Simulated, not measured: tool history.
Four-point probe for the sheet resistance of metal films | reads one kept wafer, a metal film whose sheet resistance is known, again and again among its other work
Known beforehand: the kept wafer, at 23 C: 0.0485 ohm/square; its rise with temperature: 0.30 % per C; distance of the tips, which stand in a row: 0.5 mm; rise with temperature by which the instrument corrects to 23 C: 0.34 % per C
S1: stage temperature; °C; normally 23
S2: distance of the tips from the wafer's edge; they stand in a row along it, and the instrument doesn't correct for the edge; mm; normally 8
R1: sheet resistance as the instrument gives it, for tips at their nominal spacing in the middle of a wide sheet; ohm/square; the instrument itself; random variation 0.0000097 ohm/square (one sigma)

run,hour,S1,S2,R1
1,0,23,8,0.048727
2,56.5,23,8,0.048708
3,105.8,22,8,0.048749
4,182,22,8,0.04876
5,249.9,23,8,0.048741
6,282.3,20,8,0.048796
7,345.4,20,33,0.048723
8,391,20,33,0.048709
9,447,20,33,0.048703
10,514.2,23,8,0.048751
11,584.6,23,8,0.048756
12,636.6,23,31,0.048643
13,714.6,23,31,0.04867
14,773.5,23,31,0.048658
15,848.4,23,31,0.048679
16,885.5,23,31,0.048669
17,935.5,23,31,0.048679
18,1008.1,23,31,0.048667
19,1081.5,35,5,0.0487
20,1159.4,35,7,0.048553
21,1234.1,20,6,0.048933
22,1292.9,34,13,0.048496
23,1344.8,34,13,0.048503
24,1418,19,18,0.048811
25,1471.4,28,60,0.048581
26,1525.3,28,60,0.048617
# hour 1539.2: stage's thermometer calibrated
27,1588.3,19,12,0.048937
28,1636.6,33,46,0.04861
29,1676.5,25,10,0.048834
30,1723.1,20,51,0.048878
31,1781.3,20,51,0.048883
32,1846.6,22,7,0.048968

Run 33 has not been measured yet. What should we expect?
33,1919.4,26,10,?

Logged for run 33: R1 0.04881 ohm/square.
Without the tool's hidden state the same run would have given R1 0.048491 ohm/square.

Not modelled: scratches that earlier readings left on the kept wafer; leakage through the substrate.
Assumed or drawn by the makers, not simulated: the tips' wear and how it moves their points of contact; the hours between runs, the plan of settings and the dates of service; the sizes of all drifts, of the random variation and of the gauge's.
